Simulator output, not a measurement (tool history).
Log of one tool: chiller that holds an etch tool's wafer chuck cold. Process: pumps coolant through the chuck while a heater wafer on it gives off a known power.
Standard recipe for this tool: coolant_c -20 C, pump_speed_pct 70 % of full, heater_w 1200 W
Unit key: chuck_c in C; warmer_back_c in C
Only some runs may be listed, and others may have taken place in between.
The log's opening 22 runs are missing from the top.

run      day  coolant_c  pump_speed_pct  heater_w  hours since the coolant was changed and the channels were flushed  hours since the pump was overhauled  hours since the chiller's thermometer was calibrated  chuck_c  warmer_back_c
 23   82.162        -23              70       873                                                                565                                 4400                                                  2778    -10.5           4.83
 24   86.983        -22              70      1394                                                                681                                 4515                                                  2893     -2.1           7.74
 25   91.033        -22              70      1394                                                                778                                 4613                                                  2990     -2.3           7.76
 26   96.062        -16              70       607                                                                899                                 4733                                                  3111     -7.2           3.37
 27  100.783        -22              62       785                                                               1012                                 4847                                                  3224     -9.7           4.97
 28  103.471        -24              95      1061                                                               1077                                 4911                                                  3289    -11.4           4.31
 29  107.542        -24              95      1061                                                               1174                                 5009                                                  3387    -11.4           4.29
 30  111.108        -24              95      1061                                                               1260                                 5094                                                  3472    -11.3           4.33
 31  114.817        -20              69      1392                                                               1349                                 5183                                                  3561      0.3           7.89

5 options for the next run, each taken on its own from the tool as it stands now. Forecast them:
  A  118.083        -13              70      1480                                                               1427                                 5262                                                  3640        ?              ?
  B  118.083        -15              62      1200                                                               1427                                 5262                                                  3640        ?              ?
  C  118.083        -20              70      1193                                                               1427                                 5262                                                  3640        ?              ?
  D  118.083        -17              69      1392                                                               1427                                 5262                                                  3640        ?              ?
  E  118.083        -30              70      1200                                                               1427                                 5262                                                  3640        ?              ?

run  chuck_c  warmer_back_c
  A      8.3           8.29
  B      3.6            7.7
  C     -2.7           6.64
  D      3.3           7.95
  E    -12.6           6.73
What these runs would have given with no unlogged condition in the tool:
run  chuck_c  warmer_back_c
  A      6.4           7.59
  B        2           7.05
  C     -4.3           6.08
  D      1.6           7.29
  E    -14.2           6.17
